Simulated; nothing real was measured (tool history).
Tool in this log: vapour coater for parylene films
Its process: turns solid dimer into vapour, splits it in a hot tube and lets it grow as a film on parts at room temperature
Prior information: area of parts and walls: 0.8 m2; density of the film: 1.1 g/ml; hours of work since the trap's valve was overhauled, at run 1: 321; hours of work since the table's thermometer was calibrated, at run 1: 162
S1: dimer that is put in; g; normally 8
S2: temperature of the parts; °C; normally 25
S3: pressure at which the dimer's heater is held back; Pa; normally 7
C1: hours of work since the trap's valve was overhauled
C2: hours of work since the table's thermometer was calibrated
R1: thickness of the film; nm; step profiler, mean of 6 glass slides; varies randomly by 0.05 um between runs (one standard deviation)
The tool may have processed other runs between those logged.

| run | hour | S1 | S2 | S3 | C1 | C2 | R1 |
|---|---|---|---|---|---|---|---|
| 1 | 0 | 8 | 25 | 7 | 321 | 162 | 5880 |
| 2 | 7.3 | 8 | 25 | 7 | 325 | 166 | 5930 |
| 3 | 20.8 | 8 | 25 | 7 | 332 | 174 | 5900 |
| 4 | 31.3 | 8 | 25 | 7 | 338 | 179 | 5920 |
| 5 | 44.7 | 8 | 25 | 7 | 346 | 187 | 5830 |
| 6 | 56 | 8 | 25 | 7 | 352 | 193 | 5830 |
| 7 | 68 | 8 | 25 | 7 | 358 | 199 | 5860 |
| 8 | 77 | 8 | 25 | 7 | 363 | 204 | 5900 |
| 9 | 90.1 | 8 | 25 | 7 | 370 | 211 | 5860 |
|  | 97.5 | trap's valve overhauled |
| 10 | 108.4 | 8 | 25 | 7 | 6 | 219 | 6140 |
| 11 | 123.8 | 8 | 25 | 7.64 | 14 | 228 | 6030 |
| 12 | 133 | 8 | 25 | 7.64 | 19 | 233 | 6080 |
| 13 | 145.8 | 8 | 19 | 7 | 26 | 239 | 7940 |
| 14 | 156.4 | 11 | 19 | 7 | 32 | 245 | 10810 |
| 15 | 170.1 | 11 | 34 | 7 | 40 | 253 | 5890 |
| 16 | 181.4 | 6 | 31 | 3.47 | 46 | 259 | 3910 |
| 17 | 189.1 | 6 | 31 | 3.47 | 50 | 263 | 3910 |
| 18 | 203.3 | 6 | 35 | 9.82 | 58 | 271 | 2980 |
| 19 | 217.4 | 5 | 35 | 4.26 | 65 | 278 | 2690 |
| 20 | 233.1 | 3 | 25 | 10.29 | 74 | 287 | 2190 |
| 21 | 241.3 | 5 | 25 | 4.52 | 78 | 292 | 4000 |
| 22 | 255.8 | 8 | 21 | 2.57 | 86 | 299 | 7990 |
| 23 | 272.2 | 8 | 23 | 7 | 95 | 308 | 6590 |
| 24 | 284.4 | 8 | 23 | 3.8 | 102 | 315 | 7160 |
| 25 | 297.1 | 14 | 34 | 9.8 | 109 | 322 | 7090 |
| 26 | 310.9 | 3 | 21 | 3.93 | 116 | 329 | 2840 |
| 27 | 323.4 | 4 | 31 | 3.11 | 123 | 336 | 2650 |
| 28 | 338.9 | 7 | 32 | 8.67 | 131 | 345 | 3940 |
| 29 | 352.6 | 8 | 19 | 2.57 | 139 | 352 | 8680 |

Alternative continuations, all from the tool just after run 29; predict every row:
| A | 362.1 | 8 | 35 | 2.75 | 144 | 357 | ? |
| B | 362.1 | 7 | 19 | 5.78 | 144 | 357 | ? |
| C | 362.1 | 8 | 19 | 7 | 144 | 357 | ? |
| D | 362.1 | 4 | 35 | 2.17 | 144 | 357 | ? |
| E | 362.1 | 3 | 35 | 3.46 | 144 | 357 | ? |

| run | R1 |
|---|---|
| A | 4500 |
| B | 7110 |
| C | 7710 |
| D | 2360 |
| E | 1660 |
The same runs, with their run-to-run variation unchanged, on a tool lacking any hidden condition would have given:
| run | R1 |
|---|---|
| A | 4570 |
| B | 7220 |
| C | 7830 |
| D | 2390 |
| E | 1690 |

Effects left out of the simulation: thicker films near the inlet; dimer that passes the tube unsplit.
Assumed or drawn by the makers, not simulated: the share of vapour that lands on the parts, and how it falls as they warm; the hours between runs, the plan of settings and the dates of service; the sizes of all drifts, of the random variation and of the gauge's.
